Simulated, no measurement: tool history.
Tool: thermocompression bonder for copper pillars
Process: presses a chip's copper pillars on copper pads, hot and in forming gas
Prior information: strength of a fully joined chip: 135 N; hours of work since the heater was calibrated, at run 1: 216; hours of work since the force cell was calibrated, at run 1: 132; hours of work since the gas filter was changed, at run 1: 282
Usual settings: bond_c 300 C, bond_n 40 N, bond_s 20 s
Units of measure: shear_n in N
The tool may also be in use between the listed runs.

run    day  bond_c  bond_n  bond_s  hours of work since the heater was calibrated  hours of work since the force cell was calibrated  hours of work since the gas filter was changed  shear_n
  1  0.000     300      40      20                                            216                                                132                                             282     52.6
  2  0.242     300      40      20                                            219                                                134                                             285     51.7
  3  0.604     300      40      20                                            223                                                138                                             288     53.5
  4  0.846     300      40      20                                            225                                                141                                             291     54.1
  5  1.208     300      40      16                                            229                                                145                                             295     49.7
  6  1.425     300      40      16                                            231                                                147                                             297     51.0
  7  1.742     300      40      21                                            235                                                150                                             301     53.4
  8  1.929     283      40      20                                            237                                                152                                             302     43.2
  9  2.250     300      36      20                                            240                                                156                                             306     47.8
 10  2.483     300      36      20                                            242                                                158                                             308     48.8
 11  2.700     300      36      20                                            245                                                160                                             311     47.1
 12  2.883     300      36      20                                            247                                                162                                             313     49.2
 13  3.167     300      36      20                                            250                                                165                                             316     49.8
 14  3.388     300      40      20                                            252                                                168                                             318     53.5
 15  3.604     300      40      20                                            254                                                170                                             320     55.1
 16  3.767     300      40      20                                            256                                                172                                             322     53.3
 17  3.971     282      40      20                                            258                                                174                                             324     42.4
 18  4.321     280      40      20                                            262                                                178                                             328     40.5
 19  4.596     319      40      38                                            265                                                181                                             331     80.8
 20  4.933     319      25      46                                            268                                                184                                             334     61.2
 21  5.242     278      35      20                                            272                                                187                                             338     33.8
 22  5.571     323      41      31                                            275                                                191                                             341     82.9
 23  5.767     282      41      18                                            277                                                193                                             343     41.0
 24  6.058     295      45      18                                            280                                                196                                             346     55.7
 25  6.404     300      40      43                                            284                                                200                                             350     72.1
 26  6.692     300      51      20                                            287                                                203                                             353     66.6
 27  7.033     300      51      20                                            291                                                206                                             357     66.9
 28  7.333     300      51      20                                            294                                                210                                             360     67.4
 29  7.583     300      48      20                                            296                                                212                                             362     63.8
 30  7.838     300      48      20                                            299                                                215                                             365     62.2
 31  8.008     300      48      20                                            301                                                217                                             367     62.5
 32  8.254     294      60      11                                            304                                                219                                             370     57.3
 33  8.533     294      60      11                                            307                                                222                                             372     55.7
 34  8.912     294      60      11                                            311                                                226                                             377     57.3

Some steps in shear_n, run to run, broken into two amounts with sign: the step expected even without the hidden condition (settings, incoming material, random variation), and the rest, left for the hidden condition together with whatever gauge scatter is not in both the measured and the hidden-condition-free result:
The hidden state here: true temperature of the bond over the reading, C; force that reaches the chip, % of what is set; oxide that the forming gas leaves, % of the face; drift of the gauge itself on shear_n, %.
Run 18 -> 19: bond_c 280 -> 319, bond_s 20 -> 38. shear_n +40.3 N: hidden state -1.9, all else +42.2.
Run 21 -> 22: bond_c 278 -> 323, bond_n 35 -> 41, bond_s 20 -> 31. shear_n +49.1 N: hidden state -2.1, all else +51.2.
Run 22 -> 23: bond_c 323 -> 282, bond_s 31 -> 18. shear_n -41.9 N: hidden state +2.0, all else -43.9.
